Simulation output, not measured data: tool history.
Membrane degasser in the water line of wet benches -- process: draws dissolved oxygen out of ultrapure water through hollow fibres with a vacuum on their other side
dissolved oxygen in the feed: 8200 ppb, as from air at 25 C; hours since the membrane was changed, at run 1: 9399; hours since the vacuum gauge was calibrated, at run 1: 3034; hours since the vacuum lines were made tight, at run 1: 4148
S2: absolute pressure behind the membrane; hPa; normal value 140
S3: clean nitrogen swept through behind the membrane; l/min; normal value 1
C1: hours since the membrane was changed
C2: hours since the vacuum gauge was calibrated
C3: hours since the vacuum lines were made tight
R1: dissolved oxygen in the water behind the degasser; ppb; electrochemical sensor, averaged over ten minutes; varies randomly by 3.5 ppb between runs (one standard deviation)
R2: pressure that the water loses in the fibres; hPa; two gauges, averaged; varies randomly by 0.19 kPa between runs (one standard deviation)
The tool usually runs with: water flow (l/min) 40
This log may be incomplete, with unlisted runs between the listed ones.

{"run": 1, "hour": 0.0, "water flow (l/min)": 40, "S2": 140, "S3": 1, "C1": 9399, "C2": 3034, "C3": 4148, "R1": 806, "R2": 413}
{"run": 2, "hour": 244.7, "water flow (l/min)": 40, "S2": 140, "S3": 1, "C1": 9644, "C2": 3279, "C3": 4393, "R1": 801.9, "R2": 412.3}
{"run": 3, "hour": 541.3, "water flow (l/min)": 40, "S2": 140, "S3": 1, "C1": 9941, "C2": 3576, "C3": 4689, "R1": 806.1, "R2": 413.1}
{"run": 4, "hour": 708.9, "water flow (l/min)": 40, "S2": 140, "S3": 1, "C1": 10108, "C2": 3743, "C3": 4857, "R1": 804.2, "R2": 414.2}
{"run": 5, "hour": 903.3, "water flow (l/min)": 40, "S2": 140, "S3": 1, "C1": 10303, "C2": 3938, "C3": 5051, "R1": 803.8, "R2": 412.2}
{"hour": 1032.7, "done": "seals of the vacuum lines changed"}
{"run": 6, "hour": 1081.1, "water flow (l/min)": 40, "S2": 140, "S3": 0.66, "C1": 10478, "C2": 4114, "C3": 48, "R1": 1071.2, "R2": 415.6}
{"run": 7, "hour": 1285.5, "water flow (l/min)": 40, "S2": 140, "S3": 0.66, "C1": 10683, "C2": 4318, "C3": 253, "R1": 1078.1, "R2": 414.6}
{"run": 8, "hour": 1481.0, "water flow (l/min)": 40, "S2": 140, "S3": 0.66, "C1": 10878, "C2": 4513, "C3": 448, "R1": 1072.1, "R2": 411.4}
{"run": 9, "hour": 1660.7, "water flow (l/min)": 40, "S2": 170, "S3": 1, "C1": 11058, "C2": 4693, "C3": 628, "R1": 987.2, "R2": 410.3}
{"run": 10, "hour": 1814.0, "water flow (l/min)": 40, "S2": 170, "S3": 1, "C1": 11211, "C2": 4846, "C3": 781, "R1": 992.8, "R2": 414.7}
{"run": 11, "hour": 1953.9, "water flow (l/min)": 40, "S2": 170, "S3": 1, "C1": 11351, "C2": 4986, "C3": 921, "R1": 996.3, "R2": 416.6}
{"run": 12, "hour": 2169.8, "water flow (l/min)": 40, "S2": 140, "S3": 1, "C1": 11567, "C2": 5202, "C3": 1137, "R1": 802.5, "R2": 415.4}
{"run": 13, "hour": 2446.5, "water flow (l/min)": 40, "S2": 140, "S3": 1, "C1": 11844, "C2": 5479, "C3": 1414, "R1": 799.3, "R2": 415.9}
{"run": 14, "hour": 2641.5, "water flow (l/min)": 40, "S2": 140, "S3": 1, "C1": 12039, "C2": 5674, "C3": 1609, "R1": 795.9, "R2": 414.3}
{"run": 15, "hour": 2775.9, "water flow (l/min)": 40, "S2": 140, "S3": 1, "C1": 12173, "C2": 5808, "C3": 1743, "R1": 790.3, "R2": 414.9}
{"run": 16, "hour": 2992.1, "water flow (l/min)": 40, "S2": 140, "S3": 1, "C1": 12389, "C2": 6025, "C3": 1959, "R1": 790.2, "R2": 415.7}
{"run": 17, "hour": 3116.9, "water flow (l/min)": 40, "S2": 86, "S3": 1.79, "C1": 12514, "C2": 6149, "C3": 2084, "R1": 263.1, "R2": 415.8}
{"run": 18, "hour": 3302.9, "water flow (l/min)": 40, "S2": 153, "S3": 1.79, "C1": 12700, "C2": 6335, "C3": 2270, "R1": 558.3, "R2": 413.9}
{"run": 19, "hour": 3586.3, "water flow (l/min)": 25, "S2": 115, "S3": 0.75, "C1": 12984, "C2": 6619, "C3": 2554, "R1": 533.1, "R2": 260.2}
{"run": 20, "hour": 3757.6, "water flow (l/min)": 44, "S2": 165, "S3": 1, "C1": 13155, "C2": 6790, "C3": 2725, "R1": 1022.6, "R2": 455.8}
{"run": 21, "hour": 3946.8, "water flow (l/min)": 29, "S2": 86, "S3": 0.64, "C1": 13344, "C2": 6979, "C3": 2914, "R1": 450.4, "R2": 299.5}

Run 22, settings as shown, results not yet in. Your forecast:
{"run": 22, "hour": 4109.1, "water flow (l/min)": 49, "S2": 140, "S3": 1, "C1": 13506, "C2": 7142, "C3": 3076, "R1": "?", "R2": "?"}

R1: 918.7 ppb
R2: 502.9 hPa
On a tool with no hidden condition, and with the same random variation, this run would have come out at R1 940.3 ppb, R2 502.4 hPa.

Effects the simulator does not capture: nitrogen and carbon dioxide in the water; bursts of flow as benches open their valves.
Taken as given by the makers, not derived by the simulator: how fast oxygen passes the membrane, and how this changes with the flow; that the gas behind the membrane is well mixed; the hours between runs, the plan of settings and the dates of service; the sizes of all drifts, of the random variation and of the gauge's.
